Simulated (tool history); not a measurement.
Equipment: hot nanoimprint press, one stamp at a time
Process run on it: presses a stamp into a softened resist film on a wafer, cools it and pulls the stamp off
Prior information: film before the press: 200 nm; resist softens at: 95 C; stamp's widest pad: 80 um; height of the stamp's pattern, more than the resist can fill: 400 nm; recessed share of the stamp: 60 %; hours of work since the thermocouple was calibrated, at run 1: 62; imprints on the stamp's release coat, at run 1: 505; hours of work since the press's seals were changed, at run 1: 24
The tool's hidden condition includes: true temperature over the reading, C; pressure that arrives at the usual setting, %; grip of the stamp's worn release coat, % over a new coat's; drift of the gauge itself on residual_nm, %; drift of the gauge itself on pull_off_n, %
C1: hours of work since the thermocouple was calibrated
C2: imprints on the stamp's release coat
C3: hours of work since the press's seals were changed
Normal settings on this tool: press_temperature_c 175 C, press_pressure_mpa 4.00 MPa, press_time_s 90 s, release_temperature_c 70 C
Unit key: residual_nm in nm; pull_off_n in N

Run 1, hour 0.0: usual settings; C1 62; C2 505; C3 24. Result: residual_nm 86.5 nm, pull_off_n 133 N.
Run 2, hour 7.5: usual settings but press_temperature_c 180 C; C1 68; C2 540; C3 30. Result: residual_nm 72.4 nm, pull_off_n 122 N.
Run 3, hour 15.4: usual settings but press_temperature_c 180 C; C1 73; C2 578; C3 36. Result: residual_nm 72.8 nm, pull_off_n 128 N.
Run 4, hour 25.1: usual settings but press_temperature_c 180 C; C1 81; C2 624; C3 43. Result: residual_nm 72.6 nm, pull_off_n 124 N.
Run 5, hour 34.2: usual settings but press_temperature_c 180 C, release_temperature_c 64 C; C1 87; C2 667; C3 49. Result: residual_nm 72.8 nm, pull_off_n 149 N.
Run 6, hour 43.8: usual settings but press_temperature_c 180 C, release_temperature_c 64 C; C1 94; C2 713; C3 57. Result: residual_nm 72.9 nm, pull_off_n 150 N.
Run 7, hour 55.0: usual settings but press_time_s 147 s; C1 103; C2 766; C3 65. Result: residual_nm 74.0 nm, pull_off_n 125 N.
Run 8, hour 67.4: usual settings but press_pressure_mpa 2.58 MPa, press_time_s 124 s, release_temperature_c 76 C; C1 112; C2 825; C3 74. Result: residual_nm 100.9 nm, pull_off_n 106 N.
Run 9, hour 74.4: usual settings but press_pressure_mpa 2.58 MPa, press_time_s 124 s, release_temperature_c 76 C; C1 117; C2 858; C3 79. Result: residual_nm 101.0 nm, pull_off_n 108 N.
Run 10, hour 83.0: usual settings but press_temperature_c 182 C, press_pressure_mpa 6.00 MPa, press_time_s 161 s, release_temperature_c 76 C; C1 124; C2 899; C3 86. Result: residual_nm 43.3 nm, pull_off_n 104 N.
Run 11, hour 91.4: usual settings but press_temperature_c 182 C, press_pressure_mpa 6.00 MPa, press_time_s 161 s, release_temperature_c 76 C; C1 130; C2 938; C3 92. Result: residual_nm 43.2 nm, pull_off_n 102 N.
Run 12, hour 101.6: usual settings but press_pressure_mpa 2.46 MPa, press_time_s 103 s; C1 137; C2 987; C3 99. Result: residual_nm 109.6 nm, pull_off_n 124 N.
Run 13, hour 109.0: usual settings but press_temperature_c 174 C, press_pressure_mpa 2.46 MPa, press_time_s 174 s, release_temperature_c 77 C; C1 143; C2 1022; C3 105. Result: residual_nm 96.9 nm, pull_off_n 100 N.

Some steps in residual_nm between neighbouring runs. How much of each would the tool show without its hidden state too (settings, what came in, random variation), and how much is left for the hidden state, with any gauge scatter that isn't in both results?
Run 11 -> 12: press_temperature_c 182 -> 175, press_pressure_mpa 6.00 -> 2.46, press_time_s 161 -> 103, release_temperature_c 76 -> 70. residual_nm +66.4 nm: hidden state +1.0, all else +65.4.
